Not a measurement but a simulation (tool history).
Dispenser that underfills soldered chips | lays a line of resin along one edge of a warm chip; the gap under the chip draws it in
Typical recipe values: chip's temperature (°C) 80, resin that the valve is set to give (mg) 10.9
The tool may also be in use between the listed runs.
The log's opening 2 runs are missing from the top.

| run | hour | chip's temperature (°C) | resin that the valve is set to give (mg) | time until the resin shows at the far edge (s) | resin that the valve gave (mg) |
|---|---|---|---|---|---|
|  | 19.5 | new syringe of resin |
| 3 | 21.5 | 80 | 10.9 | 43.6 | 10.78 |
|  | 35.4 | new syringe of resin |
| 4 | 36.5 | 80 | 10.9 | 42.2 | 10.77 |
| 5 | 46.9 | 80 | 10.9 | 53.9 | 10.67 |
|  | 51.1 | new syringe of resin |
| 6 | 56.0 | 80 | 10.9 | 47.4 | 10.65 |
| 7 | 63.2 | 80 | 10.1 | 56.3 | 9.71 |
|  | 66.3 | new syringe of resin |
| 8 | 78.9 | 80 | 10.9 | 57.7 | 10.53 |
|  | 81.5 | new syringe of resin |
| 9 | 85.6 | 80 | 10.9 | 46.1 | 10.46 |
|  | 96.7 | new syringe of resin |
| 10 | 100.1 | 80 | 10.2 | 46.1 | 9.70 |
|  | 111.1 | dispensing valve cleaned and set on the balance |
|  | 113.4 | new syringe of resin |
| 11 | 114.0 | 80 | 12.7 | 40.5 | 12.58 |
| 12 | 126.1 | 80 | 12.7 | 55.1 | 12.58 |
|  | 129.9 | new syringe of resin |
| 13 | 137.2 | 80 | 12.7 | 47.8 | 12.35 |
|  | 145.3 | new syringe of resin |
| 14 | 151.9 | 80 | 12.0 | 47.5 | 11.77 |
| 15 | 159.2 | 80 | 12.0 | 58.0 | 11.62 |
|  | 160.9 | new syringe of resin |
| 16 | 172.6 | 80 | 12.0 | 53.7 | 11.48 |
|  | 177.0 | new syringe of resin |
| 17 | 185.6 | 80 | 10.3 | 52.5 | 9.93 |
|  | 192.5 | new syringe of resin |
| 18 | 193.9 | 75 | 9.7 | 52.9 | 9.32 |
| 19 | 203.4 | 84 | 11.4 | 47.2 | 10.93 |
|  | 208.6 | new syringe of resin |
| 20 | 209.9 | 74 | 11.0 | 52.1 | 10.44 |
| 21 | 221.7 | 87 | 10.6 | 46.5 | 9.98 |
|  | 223.8 | new syringe of resin |
|  | 227.2 | dispensing valve cleaned and set on the balance |
| 22 | 233.8 | 70 | 13.4 | 69.9 | 13.40 |
|  | 240.2 | new syringe of resin |
| 23 | 249.0 | 70 | 13.4 | 69.8 | 13.22 |

Predict the results of run 24:
|  | 256.1 | new syringe of resin |
| 24 | 259.2 | 70 | 13.4 | ? | ? |

{"run 24": {"time until the resin shows at the far edge (s)": 59.3, "resin that the valve gave (mg)": 13.24}}
Had the tool carried no hidden state, the very same run would have given time until the resin shows at the far edge (s) 60.6, resin that the valve gave (mg) 13.43.
